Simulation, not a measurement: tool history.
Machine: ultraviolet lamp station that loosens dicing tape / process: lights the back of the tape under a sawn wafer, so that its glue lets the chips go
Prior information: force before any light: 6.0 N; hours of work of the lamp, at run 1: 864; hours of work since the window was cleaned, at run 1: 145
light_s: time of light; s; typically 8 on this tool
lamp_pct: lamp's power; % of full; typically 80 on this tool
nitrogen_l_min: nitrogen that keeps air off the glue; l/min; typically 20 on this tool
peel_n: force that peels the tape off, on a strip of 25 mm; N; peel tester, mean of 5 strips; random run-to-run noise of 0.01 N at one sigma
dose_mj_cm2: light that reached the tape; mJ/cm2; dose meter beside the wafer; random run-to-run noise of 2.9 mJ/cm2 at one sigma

| run | hour | light_s | lamp_pct | nitrogen_l_min | hours of work of the lamp | hours of work since the window was cleaned | peel_n | dose_mj_cm2 |
|---|---|---|---|---|---|---|---|---|
| 1 | 0.0 | 8 | 80 | 20 | 864 | 145 | 0.888 | 286 |
| 2 | 34.6 | 8 | 80 | 20 | 885 | 166 | 0.947 | 279 |
| 3 | 53.9 | 8 | 99 | 20 | 897 | 178 | 0.633 | 344 |
| 4 | 69.4 | 8 | 80 | 20 | 906 | 187 | 0.980 | 276 |
| 5 | 85.7 | 8 | 80 | 20 | 916 | 197 | 0.981 | 276 |
| 6 | 117.1 | 8 | 80 | 20 | 935 | 216 | 0.967 | 273 |
| 7 | 146.0 | 8 | 80 | 20 | 953 | 234 | 1.003 | 268 |
| 8 | 170.8 | 8 | 80 | 20 | 968 | 249 | 1.082 | 265 |
| 9 | 186.1 | 8 | 94 | 20 | 977 | 258 | 0.777 | 309 |
| 10 | 210.0 | 8 | 80 | 20 | 992 | 272 | 1.069 | 258 |
| 11 | 239.9 | 8 | 80 | 13 | 1010 | 290 | 1.334 | 252 |
| 12 | 272.7 | 8 | 80 | 20 | 1030 | 310 | 1.118 | 253 |
| 13 | 302.3 | 4 | 80 | 20 | 1048 | 328 | 2.579 | 127 |
| 14 | 334.0 | 8 | 80 | 20 | 1067 | 348 | 1.172 | 240 |
| 15 | 354.9 | 8 | 80 | 20 | 1080 | 360 | 1.216 | 239 |
| 16 | 386.8 | 8 | 80 | 20 | 1099 | 380 | 1.226 | 235 |
| 17 | 406.2 | 7 | 80 | 20 | 1111 | 391 | 1.477 | 202 |
| 18 | 423.1 | 7 | 80 | 20 | 1121 | 402 | 1.513 | 201 |
| 19 | 455.6 | 7 | 80 | 20 | 1141 | 421 | 1.552 | 201 |
|  | 480.2 | window cleaned of glue's vapour |
| 20 | 492.5 | 5 | 80 | 20 | 1163 | 7 | 2.598 | 126 |
| 21 | 525.2 | 8 | 80 | 20 | 1182 | 27 | 1.607 | 192 |
| 22 | 559.2 | 8 | 80 | 10 | 1203 | 48 | 2.090 | 188 |
| 23 | 575.4 | 12 | 99 | 8 | 1213 | 58 | 1.054 | 350 |
| 24 | 593.9 | 12 | 99 | 8 | 1224 | 69 | 1.068 | 344 |
|  | 612.3 | window cleaned of glue's vapour, once more |
| 25 | 616.2 | 12 | 99 | 8 | 1237 | 2 | 0.569 | 490 |
| 26 | 647.6 | 12 | 99 | 8 | 1256 | 21 | 0.591 | 486 |
| 27 | 682.6 | 8 | 90 | 12 | 1278 | 43 | 1.167 | 288 |
| 28 | 715.5 | 8 | 90 | 12 | 1298 | 63 | 1.179 | 281 |
| 29 | 749.7 | 8 | 90 | 12 | 1318 | 83 | 1.222 | 278 |
| 30 | 780.1 | 8 | 90 | 12 | 1337 | 102 | 1.269 | 281 |
| 31 | 814.0 | 8 | 63 | 16 | 1357 | 122 | 1.843 | 187 |
| 32 | 841.9 | 10 | 92 | 10 | 1374 | 139 | 0.990 | 335 |
| 33 | 876.9 | 10 | 77 | 22 | 1395 | 160 | 0.923 | 279 |
| 34 | 912.8 | 13 | 80 | 39 | 1417 | 182 | 0.397 | 364 |
| 35 | 942.0 | 5 | 80 | 10 | 1435 | 200 | 2.858 | 138 |
| 36 | 977.8 | 11 | 70 | 20 | 1457 | 222 | 1.041 | 261 |
| 37 | 1000.0 | 15 | 73 | 17 | 1470 | 235 | 0.615 | 368 |
| 38 | 1029.4 | 15 | 73 | 17 | 1488 | 253 | 0.634 | 358 |
| 39 | 1064.8 | 15 | 73 | 17 | 1509 | 274 | 0.649 | 355 |
| 40 | 1099.3 | 15 | 73 | 17 | 1530 | 295 | 0.698 | 353 |
|  | 1122.9 | lamp changed |
| 41 | 1122.9 | 6 | 87 | 12 | 0 | 309 | 1.164 | 293 |
| 42 | 1141.6 | 6 | 87 | 12 | 11 | 320 | 1.170 | 289 |
| 43 | 1159.9 | 6 | 87 | 12 | 22 | 331 | 1.220 | 286 |

Hidden state at the last listed run before each entry between runs and at the first one after, where it differs:
After run 19, before run 20: window cleaned of glue's vapour (hour 480.2)
  lamp's light, % of a new lamp's: 67.3 -> 66.7; light that the window lets through, % of a clean one's: 81.8 -> 72.2
  measured result minus the result with no hidden state, peel_n: +0.965 -> +1.503 N; dose_mj_cm2: -163 -> -133 mJ/cm2
After run 24, before run 25: window cleaned of glue's vapour, once more (hour 612.3)
  lamp's light, % of a new lamp's: 65 -> 64.6; light that the window lets through, % of a clean one's: 69.7 -> 99.4
  measured result minus the result with no hidden state, peel_n: +0.835 -> +0.328 N; dose_mj_cm2: -415 -> -273 mJ/cm2
After run 40, before run 41: lamp changed (hour 1122.9)
  lamp's light, % of a new lamp's: 56.8 -> 99.7; light that the window lets through, % of a clean one's: 87.6 -> 87
  measured result minus the result with no hidden state, peel_n: +0.510 -> +0.241 N; dose_mj_cm2: -357 -> -45 mJ/cm2
